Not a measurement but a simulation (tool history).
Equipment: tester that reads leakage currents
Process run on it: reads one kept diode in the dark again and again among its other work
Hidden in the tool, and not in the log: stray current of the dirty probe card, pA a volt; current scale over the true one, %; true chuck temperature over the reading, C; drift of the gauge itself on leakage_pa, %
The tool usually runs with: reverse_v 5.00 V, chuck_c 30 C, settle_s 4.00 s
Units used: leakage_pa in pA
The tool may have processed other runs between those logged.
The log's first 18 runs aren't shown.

run,hour,reverse_v,chuck_c,settle_s,hours of work since the probe card was cleaned,hours of work since the tester was calibrated,hours of work since the chuck was calibrated,leakage_pa
# hour 3149.0: chuck's temperature calibrated
19,3190.7,5.00,30,4.00,1646,3830,25,169.86
20,3399.7,5.00,30,4.00,1770,3954,149,173.44
21,3525.3,4.00,21,0.58,1845,4029,223,79.01
22,3644.3,5.00,30,0.45,1915,4099,294,180.80
23,3824.6,1.18,34,3.45,2022,4206,401,135.99
24,4011.3,2.94,52,3.20,2133,4317,511,790.03
25,4141.0,6.84,25,7.27,2210,4394,588,141.89
26,4252.6,4.04,23,5.76,2276,4460,655,96.75
27,4357.3,7.42,47,1.96,2338,4522,717,814.51
# hour 4453.9: probe card cleaned and baked
28,4478.5,7.42,47,1.96,15,4593,787,803.47
29,4691.6,7.42,47,1.96,141,4719,913,815.49
30,4911.8,7.42,47,1.96,272,4849,1044,828.11
# hour 5129.5: chuck's temperature calibrated
31,5140.4,5.00,30,0.72,406,4984,6,162.25
# hour 5280.8: tester calibrated
32,5339.9,5.00,30,0.72,523,35,124,169.58
33,5542.0,5.00,30,0.72,643,155,244,172.31
34,5758.3,5.00,30,0.72,771,283,372,174.73
35,5876.9,5.00,30,0.72,842,354,442,177.62
36,6084.8,5.00,30,0.72,965,477,565,180.25
37,6202.8,5.00,43,4.00,1035,547,635,505.25
38,6396.6,1.70,28,1.32,1150,662,750,98.75

Each row is a separate what-if for the run after 38, all from the same tool condition, not one after another. Results?
A,6511.4,1.70,55,0.56,1218,730,819,?
B,6511.4,1.08,30,4.00,1218,730,819,?
C,6511.4,5.00,30,4.00,1218,730,819,?
D,6511.4,17.61,30,4.00,1218,730,819,?
E,6511.4,5.00,30,0.57,1218,730,819,?

run,leakage_pa
A,819.50
B,98.23
C,184.76
D,317.87
E,187.06
Stripped of hidden state, with their random variation kept, the same runs would have yielded:
run,leakage_pa
A,761.33
B,89.11
C,164.36
D,272.82
E,166.73
